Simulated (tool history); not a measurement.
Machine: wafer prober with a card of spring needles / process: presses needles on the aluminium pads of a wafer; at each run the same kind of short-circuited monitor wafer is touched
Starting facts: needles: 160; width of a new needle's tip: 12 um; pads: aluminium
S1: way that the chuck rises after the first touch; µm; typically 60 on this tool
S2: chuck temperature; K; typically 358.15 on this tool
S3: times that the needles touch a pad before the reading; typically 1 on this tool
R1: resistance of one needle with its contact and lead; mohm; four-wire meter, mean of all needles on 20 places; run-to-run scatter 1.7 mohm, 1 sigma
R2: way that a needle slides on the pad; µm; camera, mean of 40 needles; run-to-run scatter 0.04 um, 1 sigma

run,day,S1,S2,S3,R1,R2
1,0,60,358.15,1,190,10.6
2,0.904,60,358.15,1,225,10.51
# day 0.979: tips cleaned on abrasive film
3,1.858,60,358.15,1,224,10.7
# day 2.196: tips cleaned on abrasive film
4,2.858,60,366.15,1,221,10.59
# day 3.358: tips cleaned on abrasive film
5,4.192,60,366.15,1,224,10.66
# day 4.483: tips cleaned on abrasive film
6,5.421,60,358.15,1,223,10.64
# day 5.596: tips cleaned on abrasive film
7,6.312,60,358.15,1,223,10.55
# day 6.733: tips cleaned on abrasive film
8,7.162,60,358.15,1,216,10.54
9,7.738,60,358.15,1,223,10.58
# day 7.846: tips cleaned on abrasive film
10,8.692,73,358.15,1,217,12.89
# day 9.017: tips cleaned on abrasive film
11,9.346,73,358.15,1,208,12.92
# day 10.175: tips cleaned on abrasive film
12,10.204,73,358.15,1,173,12.79
# day 11.333: tips cleaned on abrasive film
13,11.592,60,358.15,2,187,10.47
# day 12.508: tips cleaned on abrasive film
14,12.925,60,358.15,2,189,10.47
# day 13.667: tips cleaned on abrasive film
15,13.696,60,323.15,1,168,10.48
# day 14.783: tips cleaned on abrasive film
16,14.783,54,358.15,1,167,9.4
# day 14.929: height of the first contact set anew
17,15.521,54,358.15,1,225,9.24
# day 15.954: tips cleaned on abrasive film
18,16.812,54,358.15,1,229,9.19
# day 17.142: tips cleaned on abrasive film
19,17.596,51,319.15,3,177,8.62
# day 18.354: tips cleaned on abrasive film
20,18.683,41,343.15,3,189,6.88
# day 19.546: tips cleaned on abrasive film
21,19.679,41,343.15,3,183,6.82
# day 20.25: height of the first contact set anew, once more
22,20.454,70,311.15,1,213,12.47
# day 20.712: tips cleaned on abrasive film
23,21.196,69,305.15,3,172,12.4
# day 21.862: tips cleaned on abrasive film
24,21.975,62,358.15,1,189,11.14
25,22.588,66,300.15,2,185,11.78
# day 23.029: tips cleaned on abrasive film
26,23.962,48,358.15,2,208,8.55
# day 24.171: tips cleaned on abrasive film
27,24.638,48,358.15,2,203,8.59
# day 25.333: tips cleaned on abrasive film
28,25.933,48,358.15,2,208,8.51
# day 26.5: tips cleaned on abrasive film
29,26.525,60,375.15,1,177,10.65
# day 27.621: tips cleaned on abrasive film
30,27.621,60,302.15,1,162,10.71
31,28.212,47,320.15,3,186,8.34
# day 28.804: tips cleaned on abrasive film
32,29.583,76,311.15,1,205,13.44
# day 29.983: tips cleaned on abrasive film
33,30.296,60,317.15,1,197,10.63
# day 31.138: tips cleaned on abrasive film
34,31.671,44,358.15,1,242,7.78

Below, some changes in R1 between adjacent runs. For each, the amount present without the hidden state too (settings, incoming material, random variation) and the amount remaining for the hidden state with gauge scatter not shared by both compared results:
The hidden state here: debris on the tips, nm; way that the needles fall short of the set height, um; tips' diameter, um; drift of the gauge itself on contact_mohm, %; drift of the gauge itself on scrub_um, %.
Run 16 -> 17: height of the first contact set anew. R1 +58 mohm: hidden state +57, all else +1.
Run 18 -> 19: S1 54 -> 51, S2 358.15 -> 319.15, S3 1 -> 3, tips cleaned on abrasive film. R1 -52 mohm: hidden state -40, all else -12.
Run 22 -> 23: S1 70 -> 69, S2 311.15 -> 305.15, S3 1 -> 3, tips cleaned on abrasive film. R1 -41 mohm: hidden state -38, all else -3.
Run 33 -> 34: S1 60 -> 44, S2 317.15 -> 358.15, tips cleaned on abrasive film. R1 +45 mohm: hidden state +32, all else +13.
